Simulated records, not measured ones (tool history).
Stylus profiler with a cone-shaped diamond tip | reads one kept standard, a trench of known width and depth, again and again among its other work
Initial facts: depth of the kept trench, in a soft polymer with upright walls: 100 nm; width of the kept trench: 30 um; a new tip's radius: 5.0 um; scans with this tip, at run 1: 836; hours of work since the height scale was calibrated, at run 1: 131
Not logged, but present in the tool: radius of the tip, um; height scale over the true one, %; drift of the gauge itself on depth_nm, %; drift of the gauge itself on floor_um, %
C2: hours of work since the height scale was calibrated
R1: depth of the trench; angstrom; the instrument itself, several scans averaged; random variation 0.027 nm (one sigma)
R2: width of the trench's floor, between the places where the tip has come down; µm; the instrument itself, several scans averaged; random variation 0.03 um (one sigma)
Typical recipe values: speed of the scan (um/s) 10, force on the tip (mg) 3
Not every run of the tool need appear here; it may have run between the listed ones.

Run 1, hour 0: usual settings; scans with this tip 836; C2 131. Result: R1 1006.9 angstrom, R2 27.92 µm.
Run 2, hour 13.6: usual settings; scans with this tip 895; C2 140. Result: R1 1006.1 angstrom, R2 27.93 µm.
Run 3, hour 28.3: usual settings but force on the tip (mg) 3.59; scans with this tip 958; C2 150. Result: R1 1008.1 angstrom, R2 27.94 µm.
Run 4, hour 38.4: usual settings; scans with this tip 1001; C2 157. Result: R1 1006.3 angstrom, R2 27.93 µm.
Run 5, hour 58.5: usual settings; scans with this tip 1088; C2 170. Result: R1 1007.1 angstrom, R2 27.91 µm.
Run 6, hour 74.8: usual settings; scans with this tip 1158; C2 181. Result: R1 1007.4 angstrom, R2 27.92 µm.
Run 7, hour 94.5: usual settings; scans with this tip 1243; C2 195. Result: R1 1006.5 angstrom, R2 27.93 µm.
Run 8, hour 113.4: usual settings but speed of the scan (um/s) 6; scans with this tip 1324; C2 207. Result: R1 1007 angstrom, R2 27.94 µm.
Run 9, hour 127.8: usual settings; scans with this tip 1386; C2 217. Result: R1 1006.6 angstrom, R2 27.87 µm.

For run 10, what comes out?
Run 10, hour 147.7: usual settings but speed of the scan (um/s) 34; scans with this tip 1472; C2 231. Result: R1 ?, R2 ?.

{"run 10": {"R1": 1006.9, "R2": 27.86}}
Had the tool carried no hidden state, the very same run would have given R1 1007.2 angstrom, R2 27.93 µm.
